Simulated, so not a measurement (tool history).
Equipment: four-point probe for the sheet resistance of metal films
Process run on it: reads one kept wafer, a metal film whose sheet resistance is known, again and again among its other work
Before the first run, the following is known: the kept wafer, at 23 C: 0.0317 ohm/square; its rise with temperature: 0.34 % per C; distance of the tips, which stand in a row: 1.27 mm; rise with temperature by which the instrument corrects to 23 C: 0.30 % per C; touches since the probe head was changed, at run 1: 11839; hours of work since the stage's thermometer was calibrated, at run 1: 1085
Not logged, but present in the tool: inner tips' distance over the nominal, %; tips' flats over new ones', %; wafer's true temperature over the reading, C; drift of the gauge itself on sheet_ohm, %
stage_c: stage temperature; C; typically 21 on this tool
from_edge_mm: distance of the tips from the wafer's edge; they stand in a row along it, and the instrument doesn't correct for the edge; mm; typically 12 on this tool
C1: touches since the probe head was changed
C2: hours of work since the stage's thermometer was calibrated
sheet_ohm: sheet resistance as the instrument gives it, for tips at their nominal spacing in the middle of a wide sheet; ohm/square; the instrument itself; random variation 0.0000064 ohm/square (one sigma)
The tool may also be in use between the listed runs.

{"run": 1, "hour": 0.0, "stage_c": 21, "from_edge_mm": 12, "C1": 11839, "C2": 1085, "sheet_ohm": 0.031922}
{"run": 2, "hour": 35.2, "stage_c": 21, "from_edge_mm": 12, "C1": 14087, "C2": 1112, "sheet_ohm": 0.031922}
{"run": 3, "hour": 66.5, "stage_c": 21, "from_edge_mm": 12, "C1": 16089, "C2": 1136, "sheet_ohm": 0.031907}
{"run": 4, "hour": 110.8, "stage_c": 22, "from_edge_mm": 12, "C1": 18919, "C2": 1170, "sheet_ohm": 0.031922}
{"run": 5, "hour": 138.7, "stage_c": 22, "from_edge_mm": 12, "C1": 20698, "C2": 1191, "sheet_ohm": 0.031927}
{"run": 6, "hour": 171.0, "stage_c": 21, "from_edge_mm": 12, "C1": 22765, "C2": 1216, "sheet_ohm": 0.031906}
{"run": 7, "hour": 217.3, "stage_c": 20, "from_edge_mm": 12, "C1": 25725, "C2": 1251, "sheet_ohm": 0.031888}
{"run": 8, "hour": 243.9, "stage_c": 20, "from_edge_mm": 12, "C1": 27424, "C2": 1272, "sheet_ohm": 0.031892}
{"run": 9, "hour": 275.0, "stage_c": 21, "from_edge_mm": 12, "C1": 29405, "C2": 1296, "sheet_ohm": 0.031914}
{"run": 10, "hour": 313.5, "stage_c": 21, "from_edge_mm": 12, "C1": 31865, "C2": 1325, "sheet_ohm": 0.031899}
{"run": 11, "hour": 360.0, "stage_c": 21, "from_edge_mm": 12, "C1": 34838, "C2": 1361, "sheet_ohm": 0.03191}
{"hour": 363.8, "done": "stage's thermometer calibrated"}
{"run": 12, "hour": 385.0, "stage_c": 21, "from_edge_mm": 15, "C1": 36404, "C2": 16, "sheet_ohm": 0.031842}
{"run": 13, "hour": 412.3, "stage_c": 21, "from_edge_mm": 15, "C1": 38145, "C2": 37, "sheet_ohm": 0.031834}
{"run": 14, "hour": 444.1, "stage_c": 21, "from_edge_mm": 4, "C1": 40178, "C2": 62, "sheet_ohm": 0.033341}
{"run": 15, "hour": 480.6, "stage_c": 21, "from_edge_mm": 4, "C1": 42512, "C2": 90, "sheet_ohm": 0.033344}
{"run": 16, "hour": 517.1, "stage_c": 21, "from_edge_mm": 4, "C1": 44840, "C2": 118, "sheet_ohm": 0.033359}
{"run": 17, "hour": 561.4, "stage_c": 21, "from_edge_mm": 12, "C1": 47670, "C2": 152, "sheet_ohm": 0.031898}
{"run": 18, "hour": 602.7, "stage_c": 21, "from_edge_mm": 12, "C1": 50310, "C2": 183, "sheet_ohm": 0.031895}
{"hour": 613.2, "done": "stage's thermometer calibrated, once more"}
{"run": 19, "hour": 645.7, "stage_c": 27, "from_edge_mm": 11, "C1": 53026, "C2": 25, "sheet_ohm": 0.031931}
{"run": 20, "hour": 672.8, "stage_c": 20, "from_edge_mm": 24, "C1": 54760, "C2": 46, "sheet_ohm": 0.031678}
{"run": 21, "hour": 693.2, "stage_c": 20, "from_edge_mm": 24, "C1": 56058, "C2": 61, "sheet_ohm": 0.031659}
{"run": 22, "hour": 736.8, "stage_c": 20, "from_edge_mm": 24, "C1": 58845, "C2": 95, "sheet_ohm": 0.031671}
{"run": 23, "hour": 766.7, "stage_c": 31, "from_edge_mm": 24, "C1": 60758, "C2": 118, "sheet_ohm": 0.031784}
{"run": 24, "hour": 795.1, "stage_c": 28, "from_edge_mm": 4, "C1": 62569, "C2": 140, "sheet_ohm": 0.033341}
{"run": 25, "hour": 840.3, "stage_c": 28, "from_edge_mm": 41, "C1": 65460, "C2": 174, "sheet_ohm": 0.031708}
{"run": 26, "hour": 865.7, "stage_c": 23, "from_edge_mm": 32, "C1": 67081, "C2": 194, "sheet_ohm": 0.031662}
{"run": 27, "hour": 893.9, "stage_c": 28, "from_edge_mm": 46, "C1": 68884, "C2": 215, "sheet_ohm": 0.031717}
{"run": 28, "hour": 923.6, "stage_c": 28, "from_edge_mm": 46, "C1": 70782, "C2": 238, "sheet_ohm": 0.031707}
{"run": 29, "hour": 955.0, "stage_c": 20, "from_edge_mm": 12, "C1": 72784, "C2": 262, "sheet_ohm": 0.031791}
{"run": 30, "hour": 984.4, "stage_c": 19, "from_edge_mm": 20, "C1": 74664, "C2": 285, "sheet_ohm": 0.031643}
{"run": 31, "hour": 1007.1, "stage_c": 19, "from_edge_mm": 20, "C1": 76113, "C2": 302, "sheet_ohm": 0.031644}
{"run": 32, "hour": 1041.8, "stage_c": 29, "from_edge_mm": 5, "C1": 78330, "C2": 329, "sheet_ohm": 0.032758}
{"run": 33, "hour": 1088.1, "stage_c": 26, "from_edge_mm": 30, "C1": 81289, "C2": 364, "sheet_ohm": 0.031693}
{"run": 34, "hour": 1127.4, "stage_c": 26, "from_edge_mm": 22, "C1": 83799, "C2": 394, "sheet_ohm": 0.031721}
{"run": 35, "hour": 1162.8, "stage_c": 21, "from_edge_mm": 10, "C1": 86060, "C2": 422, "sheet_ohm": 0.031869}

Selected run-to-run steps in sheet_ohm, each split into two signed amounts: the part the tool would show with no hidden state at all (from settings, incoming material and random variation), and the remainder, which goes to the hidden state together with any gauge scatter not common to the measured and the hidden-state-free results:
Run 11 -> 12: from_edge_mm 12 -> 15, stage's thermometer calibrated. sheet_ohm -0.000068 ohm/square: hidden state +0.000022, all else -0.000090.
Run 13 -> 14: from_edge_mm 15 -> 4. sheet_ohm +0.001507 ohm/square: hidden state -0.000001, all else +0.001508.
Run 16 -> 17: from_edge_mm 4 -> 12. sheet_ohm -0.001461 ohm/square: hidden state -0.000006, all else -0.001455.
Run 18 -> 19: stage_c 21 -> 27, from_edge_mm 12 -> 11, stage's thermometer calibrated, once more. sheet_ohm +0.000036 ohm/square: hidden state -0.000076, all else +0.000112.
Run 23 -> 24: stage_c 31 -> 28, from_edge_mm 24 -> 4. sheet_ohm +0.001557 ohm/square: hidden state -0.000004, all else +0.001561.
Run 24 -> 25: from_edge_mm 4 -> 41. sheet_ohm -0.001633 ohm/square: hidden state -0.000001, all else -0.001632.

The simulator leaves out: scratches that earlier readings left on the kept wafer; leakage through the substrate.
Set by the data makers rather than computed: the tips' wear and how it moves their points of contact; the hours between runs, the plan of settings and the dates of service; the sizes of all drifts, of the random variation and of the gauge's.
